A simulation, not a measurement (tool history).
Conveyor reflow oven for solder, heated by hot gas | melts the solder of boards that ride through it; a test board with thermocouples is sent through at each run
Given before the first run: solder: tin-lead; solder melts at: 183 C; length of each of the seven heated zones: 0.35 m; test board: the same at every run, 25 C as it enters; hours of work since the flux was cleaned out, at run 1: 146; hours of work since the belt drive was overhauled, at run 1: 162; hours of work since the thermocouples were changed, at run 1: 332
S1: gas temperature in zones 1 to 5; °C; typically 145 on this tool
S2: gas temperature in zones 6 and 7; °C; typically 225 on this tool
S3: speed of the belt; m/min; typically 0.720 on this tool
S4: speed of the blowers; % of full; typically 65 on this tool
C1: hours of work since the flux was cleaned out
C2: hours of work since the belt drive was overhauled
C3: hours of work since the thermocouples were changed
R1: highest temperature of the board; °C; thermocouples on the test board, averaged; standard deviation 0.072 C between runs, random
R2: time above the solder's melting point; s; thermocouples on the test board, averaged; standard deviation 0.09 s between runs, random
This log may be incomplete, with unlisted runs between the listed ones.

{"run": 1, "hour": 0.0, "S1": 145, "S2": 225, "S3": 0.72, "S4": 65, "C1": 146, "C2": 162, "C3": 332, "R1": 206.45, "R2": 37.17}
{"run": 2, "hour": 5.5, "S1": 145, "S2": 225, "S3": 0.72, "S4": 65, "C1": 150, "C2": 166, "C3": 336, "R1": 206.35, "R2": 37.35}
{"run": 3, "hour": 17.5, "S1": 145, "S2": 225, "S3": 0.72, "S4": 65, "C1": 159, "C2": 175, "C3": 345, "R1": 206.32, "R2": 37.09}
{"run": 4, "hour": 27.4, "S1": 145, "S2": 225, "S3": 0.701, "S4": 65, "C1": 166, "C2": 182, "C3": 352, "R1": 207.23, "R2": 39.16}
{"hour": 33.6, "done": "flux residue cleaned out of gas plates and filters"}
{"run": 5, "hour": 39.9, "S1": 145, "S2": 225, "S3": 0.72, "S4": 65, "C1": 4, "C2": 187, "C3": 357, "R1": 206.46, "R2": 37.33}
{"run": 6, "hour": 51.3, "S1": 145, "S2": 225, "S3": 0.72, "S4": 65, "C1": 13, "C2": 195, "C3": 365, "R1": 206.4, "R2": 37.29}
{"run": 7, "hour": 62.1, "S1": 148, "S2": 214, "S3": 0.615, "S4": 73, "C1": 20, "C2": 203, "C3": 373, "R1": 203.62, "R2": 44.42}
{"run": 8, "hour": 70.1, "S1": 148, "S2": 214, "S3": 0.615, "S4": 73, "C1": 26, "C2": 209, "C3": 379, "R1": 203.65, "R2": 44.4}
{"run": 9, "hour": 75.9, "S1": 148, "S2": 214, "S3": 0.615, "S4": 73, "C1": 30, "C2": 213, "C3": 383, "R1": 203.56, "R2": 44.48}
{"run": 10, "hour": 81.6, "S1": 146, "S2": 239, "S3": 0.639, "S4": 57, "C1": 34, "C2": 217, "C3": 387, "R1": 219.7, "R2": 52.82}
{"run": 11, "hour": 89.2, "S1": 145, "S2": 225, "S3": 0.718, "S4": 65, "C1": 40, "C2": 222, "C3": 392, "R1": 206.4, "R2": 37.48}
{"run": 12, "hour": 102.1, "S1": 132, "S2": 231, "S3": 0.666, "S4": 68, "C1": 49, "C2": 231, "C3": 401, "R1": 211.97, "R2": 41.61}

Entry by entry between the runs, the difference in hidden state between the last listed run before and the first listed run after:
Between runs 4 and 5: flux residue cleaned out of gas plates and filters (hour 33.6)
  heat that the gas passes to the board, % of a clean oven's: 99.9 -> 100; belt's true speed, % of the reading: 99.99 -> 99.98

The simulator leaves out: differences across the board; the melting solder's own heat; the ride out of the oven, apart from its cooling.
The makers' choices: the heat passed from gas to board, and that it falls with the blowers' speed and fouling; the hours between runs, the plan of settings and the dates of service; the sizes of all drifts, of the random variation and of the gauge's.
